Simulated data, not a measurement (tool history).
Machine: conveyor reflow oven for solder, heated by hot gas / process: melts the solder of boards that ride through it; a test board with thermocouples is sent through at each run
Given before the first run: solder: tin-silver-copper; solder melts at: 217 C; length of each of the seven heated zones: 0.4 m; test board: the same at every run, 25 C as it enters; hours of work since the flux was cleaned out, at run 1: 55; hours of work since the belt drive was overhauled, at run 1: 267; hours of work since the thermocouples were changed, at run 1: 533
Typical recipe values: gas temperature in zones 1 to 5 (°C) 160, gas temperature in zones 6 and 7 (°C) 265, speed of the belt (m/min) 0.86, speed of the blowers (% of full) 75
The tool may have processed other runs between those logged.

run,hour,gas temperature in zones 1 to 5 (°C),gas temperature in zones 6 and 7 (°C),speed of the belt (m/min),speed of the blowers (% of full),hours of work since the flux was cleaned out,hours of work since the belt drive was overhauled,hours of work since the thermocouples were changed,highest temperature of the board (°C),time above the solder's melting point (s)
1,0,160,265,0.86,75,55,267,533,242.6,31.1
2,8.2,154,265,0.86,75,60,272,538,241.6,29.3
3,15.8,154,265,0.86,75,65,276,543,241.3,29.1
4,25.9,160,265,0.86,75,71,283,549,242.4,31.3
5,32.5,160,265,0.86,69,75,287,553,239.9,29.2
6,38.7,160,265,0.86,69,79,290,557,240.1,29.3
7,45.1,160,265,0.86,81,83,294,561,244.6,33.2
8,56.6,160,265,0.86,75,90,301,568,242.7,31.3
9,66.4,160,265,0.86,75,96,308,574,242.3,31.4
10,72.2,160,257,0.86,75,100,311,577,235.9,26.4
11,81.2,160,257,0.86,75,105,317,583,236,26.1
12,93.5,160,257,0.86,75,113,324,590,236.1,26.4
13,106.6,160,257,0.86,75,121,332,598,235.8,26.3
14,117.8,160,257,0.86,75,128,339,605,235.6,26.5
15,129.7,160,257,0.86,75,135,346,613,236.3,26.2
16,142.9,160,257,0.86,75,143,355,621,236.1,26.3
17,154.6,160,257,0.86,75,150,362,628,236.3,26.3
18,167.8,152,275,1.028,84,158,370,636,244.6,25.5
19,176.1,160,271,0.968,75,164,375,641,242.5,27
20,184.2,174,275,0.838,75,169,380,646,254.3,43.1
21,195.5,161,267,1.004,55,176,387,653,227.2,12.4
22,205.1,162,267,0.927,55,181,393,659,231.4,18.3
23,211.4,162,267,0.927,55,185,397,663,231.7,18.8
24,221.2,162,267,0.927,55,191,403,669,231.1,18.6
25,233.5,154,268,0.914,58,199,410,677,232.4,18.9
26,242,163,268,0.714,62,204,416,682,247.7,43.1
27,254.3,160,265,0.72,74,212,423,689,248.7,43.4
28,267.4,160,265,0.72,74,220,431,697,248.2,43.6
29,280.3,160,265,0.72,74,228,439,705,248.6,43.6
30,289.2,160,265,0.72,80,233,445,711,249.9,45.1
31,296.2,157,271,0.906,80,238,449,715,246.6,31.6

Alternative continuations, all from the tool just after run 31; predict every row:
A,306.8,171,267,0.887,75,244,456,722,?,?
B,306.8,153,271,0.906,80,244,456,722,?,?
C,306.8,150,257,0.92,80,244,456,722,?,?

run,highest temperature of the board (°C),time above the solder's melting point (s)
A,245.5,34.4
B,245.5,30.2
C,233.1,20.1
Take away the tool's hidden state, keep each run's random variation, and the runs would have read:
run,highest temperature of the board (°C),time above the solder's melting point (s)
A,245.5,34.5
B,245.6,30.3
C,233.2,20.3
